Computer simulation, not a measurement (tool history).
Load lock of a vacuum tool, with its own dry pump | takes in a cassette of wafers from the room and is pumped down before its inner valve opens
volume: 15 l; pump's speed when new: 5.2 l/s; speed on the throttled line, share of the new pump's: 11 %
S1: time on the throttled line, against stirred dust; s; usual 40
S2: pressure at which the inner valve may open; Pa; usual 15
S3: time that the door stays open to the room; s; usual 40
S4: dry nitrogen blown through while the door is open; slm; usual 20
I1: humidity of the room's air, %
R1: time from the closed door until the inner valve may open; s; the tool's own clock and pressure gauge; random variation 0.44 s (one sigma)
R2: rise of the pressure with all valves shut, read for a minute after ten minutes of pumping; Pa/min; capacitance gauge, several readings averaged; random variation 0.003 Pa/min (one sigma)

run    hour  S1  S2   S3  S4    I1    R1     R2
  1       0  40  15   40  20  43.3  62.3  0.072
  2    94.2  40  15   40  20  47.5    62  0.072
  3   164.4  40  15   40  20    43    63  0.068
  4   265.2  40  15   30  20    43  62.1  0.056
  5   367.6  40  14   40  20  44.7  62.2  0.073
  6   496.4  40  14   40  20  47.7  62.5  0.069
  7   655.8  47  15   40  20  44.2  69.1  0.072
  8   763.4  40  15   40   6  45.2  61.4  0.097
  9   884.8  40  22   40   6  48.6  61.1  0.098
 10  1002.6  40  22   40   6  43.4  60.5  0.084
 11    1161  40  22   40   6  45.5  61.7  0.095
 12  1237.9  40  22   40   6  46.7  60.8    0.1
 13  1316.7  78  22   40   6  45.6  94.6  0.094
 14  1448.7  78  21   40   6  45.1  94.9  0.095
 15  1601.5  78  21   40   6    42  94.6  0.093
 16  1674.7  78  21   40   6  48.4  93.8  0.106
 17  1761.9  78  21   40   6  44.8  94.9  0.095
 18  1871.2  40  15   40  20  46.3  62.3  0.074
 19  1940.2  27  18   40  20  45.7  50.5  0.071
 20  2092.9  27  18   40  20  48.6  51.1  0.082
 21  2245.8  40  15   40  28  46.8  63.6  0.078
 22    2368  40  28   40   5  42.8  60.8  0.098
 23  2507.7  40  28   40   5  45.4    61  0.108
 24  2638.8  47  28   40  22  47.1  65.8  0.078
 25    2745  33  22   34  18  45.2  55.1  0.083
 26  2864.9  33  22   34  18  45.5  56.2  0.082
 27  3017.6  33  22   34  18  45.5  55.6  0.078
 28  3120.9  33  22   34  18  45.5  55.6  0.089
 29  3190.7  35  20   40   9  43.9  57.2    0.1
 30  3293.1  35  12   40  43  42.6  60.1   0.06
 31  3369.7  24  18  101   5    47  48.4  0.145
 32  3500.5  24  18  101   5  43.7  47.9  0.136
 33    3658  24  18  101   5  42.8  48.6  0.135
 34    3723  56  19   57  32  47.4  76.5  0.087
 35    3791  40  24   40   5  45.7  61.1  0.112
 36  3868.8  22  19  143  20  43.8  47.1  0.116

Hidden state or all else? Some run-to-run changes of R1, split into what the settings, what came in and random variation would give without the hidden state, and what is left for the hidden state (with any gauge scatter that isn't in both results):
The hidden state here: pump's speed, % of a new pump's; leak at the door's seal, Pa l/s; drift of the gauge itself on ready_s, %; drift of the gauge itself on rise_pa_min, %.
Run 12 -> 13: S1 40 -> 78. R1 +33.8 s: hidden state -0.3, all else +34.1.
Run 17 -> 18: S1 78 -> 40, S2 21 -> 15, S4 6 -> 20. R1 -32.6 s: hidden state +0.5, all else -33.1.
Run 33 -> 34: S1 24 -> 56, S2 18 -> 19, S3 101 -> 57, S4 5 -> 32. R1 +27.9 s: hidden state -0.4, all else +28.3.

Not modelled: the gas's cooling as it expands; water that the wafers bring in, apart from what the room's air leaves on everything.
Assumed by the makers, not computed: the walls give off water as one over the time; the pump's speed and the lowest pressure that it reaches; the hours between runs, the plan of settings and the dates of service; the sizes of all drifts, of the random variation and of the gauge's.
